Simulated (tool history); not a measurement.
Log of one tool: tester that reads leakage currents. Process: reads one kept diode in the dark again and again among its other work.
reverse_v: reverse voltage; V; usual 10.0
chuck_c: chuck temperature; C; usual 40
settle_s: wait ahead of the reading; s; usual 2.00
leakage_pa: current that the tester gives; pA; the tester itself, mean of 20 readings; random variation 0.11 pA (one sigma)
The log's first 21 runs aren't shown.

run	day	reverse_v	chuck_c	settle_s	hours of work since the probe card was cleaned	hours of work since the tester was calibrated	hours of work since the chuck was calibrated	leakage_pa
22	185.704	10.0	44	2.14	194	2674	859	43.48
23	193.583	17.0	29	0.93	336	2816	1001	26.64
24	205.100	17.0	29	0.93	543	3024	1208	28.02
25	215.117	17.0	29	0.93	724	3204	1389	29.52
26	224.725	1.6	37	2.16	897	3377	1562	14.47
27	231.621	1.2	21	2.16	1021	3502	1686	4.46
28	237.867	1.2	21	2.16	1134	3614	1799	4.61
29	244.375	1.2	21	2.16	1252	3732	1916	4.69
# day 253.912: chuck's temperature calibrated
30	253.912	4.6	40	2.23	1422	3902	0	25.25
31	264.633	4.8	20	2.14	1615	4095	193	8.86
32	272.821	4.8	20	2.14	1763	4243	341	9.26
33	281.454	1.5	40	2.00	1918	4399	497	16.58
34	292.917	1.5	40	2.00	2125	4605	703	16.87
# day 300.858: probe card cleaned and baked
35	302.775	3.3	57	2.00	35	4781	879	64.31
36	307.983	3.3	57	1.66	128	4875	973	65.37
37	319.762	4.4	58	0.72	341	5087	1185	80.24
38	327.046	10.0	26	3.00	472	5218	1316	14.92
39	332.688	4.0	46	9.74	574	5320	1418	35.97

Forecast each of these 3 alternatives for the next run:
A	344.058	7.6	24	1.61	779	5525	1623	?
B	344.058	4.0	42	1.62	779	5525	1623	?
C	344.058	19.7	47	1.38	779	5525	1623	?

run	leakage_pa
A	13.33
B	29.28
C	79.17
Without the tool's hidden state the same runs would have given:
run	leakage_pa
A	9.88
B	24.91
C	65.63
